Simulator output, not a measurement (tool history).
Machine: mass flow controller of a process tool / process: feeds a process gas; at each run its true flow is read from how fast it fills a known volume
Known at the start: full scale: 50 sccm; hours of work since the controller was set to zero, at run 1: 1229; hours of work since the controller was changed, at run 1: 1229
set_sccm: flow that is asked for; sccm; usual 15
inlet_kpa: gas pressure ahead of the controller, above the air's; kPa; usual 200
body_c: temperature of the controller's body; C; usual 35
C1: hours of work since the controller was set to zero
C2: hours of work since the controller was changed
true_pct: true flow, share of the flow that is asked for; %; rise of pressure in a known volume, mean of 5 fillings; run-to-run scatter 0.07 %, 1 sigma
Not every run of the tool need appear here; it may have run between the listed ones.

run 1 hour=0.0 | set_sccm=15 inlet_kpa=200 body_c=35 | C1=1229 C2=1229 | true_pct=97.78
run 2 hour=97.3 | set_sccm=15 inlet_kpa=200 body_c=32 | C1=1258 C2=1258 | true_pct=98.12
run 3 hour=194.1 | set_sccm=15 inlet_kpa=275 body_c=35 | C1=1288 C2=1288 | true_pct=97.59
run 4 hour=330.0 | set_sccm=15 inlet_kpa=275 body_c=35 | C1=1328 C2=1328 | true_pct=97.58
run 5 hour=393.9 | set_sccm=15 inlet_kpa=275 body_c=35 | C1=1348 C2=1348 | true_pct=97.45
run 6 hour=464.7 | set_sccm=28 inlet_kpa=275 body_c=35 | C1=1369 C2=1369 | true_pct=98.06
run 7 hour=530.2 | set_sccm=33 inlet_kpa=275 body_c=35 | C1=1389 C2=1389 | true_pct=98.18
run 8 hour=600.1 | set_sccm=33 inlet_kpa=275 body_c=35 | C1=1410 C2=1410 | true_pct=98.40
run 9 hour=735.0 | set_sccm=15 inlet_kpa=200 body_c=39 | C1=1450 C2=1450 | true_pct=97.75
run 10 hour=842.0 | set_sccm=15 inlet_kpa=200 body_c=39 | C1=1482 C2=1482 | true_pct=97.82
run 11 hour=918.2 | set_sccm=15 inlet_kpa=200 body_c=39 | C1=1505 C2=1505 | true_pct=97.94
run 12 hour=1058.4 | set_sccm=15 inlet_kpa=212 body_c=35 | C1=1548 C2=1548 | true_pct=98.24
run 13 hour=1133.6 | set_sccm=18 inlet_kpa=200 body_c=35 | C1=1570 C2=1570 | true_pct=98.46
run 14 hour=1231.7 | set_sccm=18 inlet_kpa=200 body_c=35 | C1=1600 C2=1600 | true_pct=98.58
run 15 hour=1328.3 | set_sccm=18 inlet_kpa=232 body_c=35 | C1=1629 C2=1629 | true_pct=98.57
run 16 hour=1459.6 | set_sccm=5 inlet_kpa=200 body_c=35 | C1=1668 C2=1668 | true_pct=98.26
run 17 hour=1565.2 | set_sccm=5 inlet_kpa=200 body_c=35 | C1=1700 C2=1700 | true_pct=98.23
run 18 hour=1638.2 | set_sccm=15 inlet_kpa=173 body_c=35 | C1=1722 C2=1722 | true_pct=98.89
run 19 hour=1712.5 | set_sccm=15 inlet_kpa=173 body_c=35 | C1=1744 C2=1744 | true_pct=98.89
run 20 hour=1819.2 | set_sccm=15 inlet_kpa=173 body_c=35 | C1=1776 C2=1776 | true_pct=98.82
run 21 hour=1953.5 | set_sccm=15 inlet_kpa=208 body_c=35 | C1=1817 C2=1817 | true_pct=98.77
run 22 hour=2094.3 | set_sccm=15 inlet_kpa=208 body_c=35 | C1=1859 C2=1859 | true_pct=98.88
-- hour=2105.1 gauge calibrated
run 23 hour=2167.3 | set_sccm=15 inlet_kpa=267 body_c=35 | C1=1881 C2=1881 | true_pct=97.53
run 24 hour=2292.3 | set_sccm=15 inlet_kpa=267 body_c=35 | C1=1919 C2=1919 | true_pct=97.42
run 25 hour=2375.7 | set_sccm=15 inlet_kpa=267 body_c=29 | C1=1944 C2=1944 | true_pct=98.02
run 26 hour=2503.6 | set_sccm=15 inlet_kpa=267 body_c=29 | C1=1982 C2=1982 | true_pct=98.15
run 27 hour=2578.6 | set_sccm=28 inlet_kpa=228 body_c=21 | C1=2005 C2=2005 | true_pct=99.57
run 28 hour=2708.6 | set_sccm=25 inlet_kpa=259 body_c=21 | C1=2044 C2=2044 | true_pct=99.40
run 29 hour=2806.6 | set_sccm=35 inlet_kpa=198 body_c=20 | C1=2073 C2=2073 | true_pct=100.15
run 30 hour=2866.5 | set_sccm=35 inlet_kpa=198 body_c=20 | C1=2091 C2=2091 | true_pct=100.30
run 31 hour=2933.8 | set_sccm=15 inlet_kpa=200 body_c=27 | C1=2111 C2=2111 | true_pct=98.87
run 32 hour=3023.7 | set_sccm=31 inlet_kpa=200 body_c=25 | C1=2139 C2=2139 | true_pct=99.84
run 33 hour=3146.1 | set_sccm=18 inlet_kpa=197 body_c=35 | C1=2175 C2=2175 | true_pct=98.52
run 34 hour=3274.8 | set_sccm=7 inlet_kpa=200 body_c=34 | C1=2214 C2=2214 | true_pct=98.24
run 35 hour=3373.4 | set_sccm=7 inlet_kpa=200 body_c=34 | C1=2244 C2=2244 | true_pct=98.24
run 36 hour=3486.8 | set_sccm=7 inlet_kpa=227 body_c=35 | C1=2278 C2=2278 | true_pct=98.08
run 37 hour=3575.2 | set_sccm=8 inlet_kpa=191 body_c=35 | C1=2304 C2=2304 | true_pct=98.25
-- hour=3612.8 gauge calibrated
run 38 hour=3673.4 | set_sccm=7 inlet_kpa=191 body_c=23 | C1=2334 C2=2334 | true_pct=98.53
run 39 hour=3792.7 | set_sccm=25 inlet_kpa=278 body_c=36 | C1=2370 C2=2370 | true_pct=97.80
run 40 hour=3877.3 | set_sccm=15 inlet_kpa=142 body_c=26 | C1=2395 C2=2395 | true_pct=99.13
run 41 hour=3986.4 | set_sccm=15 inlet_kpa=142 body_c=26 | C1=2428 C2=2428 | true_pct=98.93
run 42 hour=4088.9 | set_sccm=15 inlet_kpa=142 body_c=26 | C1=2459 C2=2459 | true_pct=99.17
run 43 hour=4156.1 | set_sccm=15 inlet_kpa=142 body_c=26 | C1=2479 C2=2479 | true_pct=99.15
run 44 hour=4268.6 | set_sccm=13 inlet_kpa=150 body_c=35 | C1=2513 C2=2513 | true_pct=98.36
run 45 hour=4358.5 | set_sccm=13 inlet_kpa=272 body_c=29 | C1=2540 C2=2540 | true_pct=98.32
run 46 hour=4440.6 | set_sccm=10 inlet_kpa=272 body_c=39 | C1=2565 C2=2565 | true_pct=97.28
run 47 hour=4506.2 | set_sccm=10 inlet_kpa=272 body_c=39 | C1=2584 C2=2584 | true_pct=97.27
run 48 hour=4574.8 | set_sccm=6 inlet_kpa=182 body_c=21 | C1=2605 C2=2605 | true_pct=99.23

Had the tool no unlogged condition, and each run kept its random variation, what would the results have been?
What the log doesn't record here: flow at rest that the sensor doesn't see, % of full scale; true flow over the shown one, %; drift of the gauge itself on true_pct, %.
run=1 true_pct=97.77
run=2 true_pct=98.06
run=3 true_pct=97.48
run=4 true_pct=97.39
run=5 true_pct=97.22
run=6 true_pct=97.79
run=7 true_pct=97.87
run=8 true_pct=98.05
run=9 true_pct=97.33
run=10 true_pct=97.33
run=11 true_pct=97.41
run=12 true_pct=97.63
run=13 true_pct=97.81
run=14 true_pct=97.87
run=15 true_pct=97.80
run=16 true_pct=97.41
run=17 true_pct=97.32
run=18 true_pct=97.95
run=19 true_pct=97.90
run=20 true_pct=97.77
run=21 true_pct=97.65
run=22 true_pct=97.68
run=23 true_pct=97.48
run=24 true_pct=97.30
run=25 true_pct=97.85
run=26 true_pct=97.91
run=27 true_pct=99.29
run=28 true_pct=99.04
run=29 true_pct=99.74
run=30 true_pct=99.85
run=31 true_pct=98.38
run=32 true_pct=99.30
run=33 true_pct=97.91
run=34 true_pct=97.55
run=35 true_pct=97.50
run=36 true_pct=97.28
run=37 true_pct=97.39
run=38 true_pct=98.47
run=39 true_pct=97.68
run=40 true_pct=98.97
run=41 true_pct=98.71
run=42 true_pct=98.88
run=43 true_pct=98.83
run=44 true_pct=97.97
run=45 true_pct=97.88
run=46 true_pct=96.79
run=47 true_pct=96.75
run=48 true_pct=98.65
